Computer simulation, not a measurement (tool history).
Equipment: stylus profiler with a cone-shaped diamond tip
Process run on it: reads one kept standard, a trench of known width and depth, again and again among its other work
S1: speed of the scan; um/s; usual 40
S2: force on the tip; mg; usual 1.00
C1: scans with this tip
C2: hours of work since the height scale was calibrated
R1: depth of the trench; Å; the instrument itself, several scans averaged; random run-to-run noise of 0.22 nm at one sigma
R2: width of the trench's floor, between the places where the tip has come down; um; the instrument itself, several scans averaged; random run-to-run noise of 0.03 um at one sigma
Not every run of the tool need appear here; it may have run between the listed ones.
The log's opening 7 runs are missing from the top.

run,hour,S1,S2,C1,C2,R1,R2
8,180.1,40,1.00,3414,413,10053.5,95.65
9,218.5,40,1.00,3541,429,10060.0,95.68
10,247.6,40,0.38,3638,441,10028.1,95.40
11,272.7,140,1.00,3721,451,10054.2,94.74
12,302.1,140,1.00,3819,462,10060.9,94.77
13,332.4,140,1.00,3919,475,10056.1,94.74
14,365.6,40,1.00,4030,488,10053.8,95.66
15,399.1,40,1.00,4141,501,10053.8,95.67
16,419.8,40,1.00,4210,510,10059.3,95.66
17,454.1,40,1.00,4323,523,10053.3,95.62
18,476.0,11,1.00,4396,532,10053.5,95.90
19,509.4,14,1.68,4507,546,10083.4,95.87
20,532.4,14,1.68,4584,555,10078.9,95.92
21,559.9,65,2.55,4675,566,10098.2,95.64
22,588.8,65,2.55,4771,578,10101.8,95.67
23,624.2,65,2.55,4888,592,10105.0,95.63
24,644.0,40,0.99,4954,600,10057.7,95.63
25,680.1,34,0.99,5074,614,10060.4,95.71
26,701.1,11,1.76,5143,623,10081.4,95.93
27,721.8,11,1.76,5212,631,10077.4,95.93
28,738.1,11,0.84,5266,638,10046.2,95.91
29,759.6,11,0.96,5337,646,10053.0,95.87
30,790.2,67,1.56,5439,659,10073.3,95.48
31,827.1,54,0.69,5562,673,10042.3,95.40

What does the tool deliver on the next run?
32,858.7,54,0.69,5667,686,?,?

{"run 32": {"R1": 10043.6, "R2": 95.41}}
Had the tool carried no hidden state, the very same run would have given R1 10043.5 Å, R2 95.42 um.
